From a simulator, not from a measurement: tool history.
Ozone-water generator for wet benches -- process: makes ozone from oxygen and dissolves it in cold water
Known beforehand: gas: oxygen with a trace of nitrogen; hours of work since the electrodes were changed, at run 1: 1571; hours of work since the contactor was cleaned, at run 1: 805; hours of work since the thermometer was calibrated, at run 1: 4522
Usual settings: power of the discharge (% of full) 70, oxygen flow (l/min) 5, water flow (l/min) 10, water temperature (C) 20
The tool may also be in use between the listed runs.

run	hour	power of the discharge (% of full)	oxygen flow (l/min)	water flow (l/min)	water temperature (C)	hours of work since the electrodes were changed	hours of work since the contactor was cleaned	hours of work since the thermometer was calibrated	dissolved ozone (ppm)	ozone in the gas ahead of the water (g/m3)
1	0	70	5	10	20	1571	805	4522	23.1	152
2	52.3	70	7.78	10	20	1610	844	4562	19.7	111.6
3	105.2	70	5	10	20	1650	884	4601	23.1	152.1
4	157.8	70	5	10	20	1689	923	4641	22.6	152.7
5	225.4	70	5	10	20	1740	974	4692	22.8	152.5
6	271	70	5	7	20	1774	1009	4726	27.3	152
7	321.4	70	5	7	20	1812	1046	4764	27.5	150.4
8	386.2	70	5	10	20	1861	1095	4813	22.9	152.4
9	455.8	70	5	10	20	1914	1148	4865	22.8	150.9
10	517	70	5	10	20	1960	1194	4911	22.8	150.8
11	564.1	70	5	10	20	1995	1229	4946	22.7	152.2
# hour 618.8: water thermometer calibrated
12	634.9	70	5	10	20	2048	1282	12	22.9	150.5
13	673.7	70	5	10	20	2077	1311	41	22.9	150.5
14	719.3	70	3.88	10	20	2111	1345	76	24.5	179.2
15	769	70	3.88	10	20	2149	1383	113	24.6	180.4
16	807.3	70	5	10	21	2177	1412	142	22.4	150.9
17	876	50	5	10	21	2229	1463	193	17.6	119
18	938.3	56	5	10	18	2276	1510	240	20.3	127.8
19	995.4	56	5	10	18	2319	1553	283	20	128.3
20	1045.7	56	5	10	18	2357	1591	321	20.4	127.1
21	1086.4	44	5.77	16	15	2387	1621	352	12.7	97.2
22	1137.5	71	5.77	7	21	2426	1660	390	25.2	136.2
23	1213.6	70	4.41	9	19	2483	1717	447	25.6	162.2
24	1280.8	97	5.7	13	19	2534	1768	498	24	171.4
25	1332.4	97	5.7	13	19	2572	1806	537	23.9	171.6
26	1407.8	70	5.03	10	17	2629	1863	593	23.9	148.4
27	1442.3	58	5.51	9	20	2655	1889	619	20.2	122
28	1510.3	70	2.52	10	20	2706	1940	671	26.5	239.7
29	1557.2	59	5.64	10	20	2741	1976	706	19.1	120.7
30	1598	45	5.64	10	19	2772	2006	736	16.2	99.7
31	1635.4	45	5.64	10	19	2800	2034	765	16.4	100.4
32	1671.6	70	5	12	20	2828	2062	792	20.5	147.6
33	1741.9	70	5	12	20	2880	2114	845	19.9	148.1
34	1805	50	5.69	12	28	2928	2162	892	13	107.3

What if the next run were any one of these 3? Each begins from the tool's condition after run 34:
A	1850.6	50	2.65	12	28	2962	2196	926	?	?
B	1850.6	50	3.23	11	14	2962	2196	926	?	?
C	1850.6	52	3.1	12	26	2962	2196	926	?	?

run	dissolved ozone (ppm)	ozone in the gas ahead of the water (g/m3)
A	16.1	181.6
B	20.2	158.1
C	16.6	167.8
Had the tool no hidden state, the same runs would have come out as:
run	dissolved ozone (ppm)	ozone in the gas ahead of the water (g/m3)
A	17.1	190.4
B	21.3	165.8
C	17.6	176.3
